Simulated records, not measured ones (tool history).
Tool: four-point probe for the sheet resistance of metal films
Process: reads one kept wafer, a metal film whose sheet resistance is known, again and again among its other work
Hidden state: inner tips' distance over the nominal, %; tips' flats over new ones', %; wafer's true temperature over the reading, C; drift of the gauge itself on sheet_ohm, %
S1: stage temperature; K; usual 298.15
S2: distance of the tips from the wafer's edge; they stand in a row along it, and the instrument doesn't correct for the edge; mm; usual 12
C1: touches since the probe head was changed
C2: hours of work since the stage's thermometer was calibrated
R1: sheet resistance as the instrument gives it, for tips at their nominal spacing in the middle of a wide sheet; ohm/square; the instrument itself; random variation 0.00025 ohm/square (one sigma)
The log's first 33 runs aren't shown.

run    hour      S1  S2      C1    C2        R1
 34   915.4  298.15  17  102633   985  1.244435
 35   943.9  298.15  17  103714   998  1.244258
 36   965.7  298.15  17  104545  1007  1.244217
 37   995.2  304.15  17  105665  1020  1.242908
 38  1032.1  296.15  11  107066  1037   1.25023
 39  1055.9  296.15  14  107972  1047  1.247215
 40  1084.1  296.15  14  109042  1060  1.246693
 41  1113.9  296.15  14  110174  1073  1.246734
 42  1147.6  296.15  14  111454  1088  1.247291
 43  1186.1  294.15  11  112917  1105  1.250947
 44    1208  294.15  14  113749  1114   1.24774
 45  1230.8  304.15   4  114613  1124  1.302786

Forecast each of these 3 alternatives for the next run:
  A  1261.4  298.15  55  115777  1138   ?
  B  1261.4  298.15  34  115777  1138   ?
  C  1261.4  292.15  67  115777  1138   ?

run        R1
  A  1.241556
  B  1.241738
  C  1.242823
Without the tool's hidden state the same runs would have given:
run        R1
  A  1.234059
  B   1.23424
  C  1.235307

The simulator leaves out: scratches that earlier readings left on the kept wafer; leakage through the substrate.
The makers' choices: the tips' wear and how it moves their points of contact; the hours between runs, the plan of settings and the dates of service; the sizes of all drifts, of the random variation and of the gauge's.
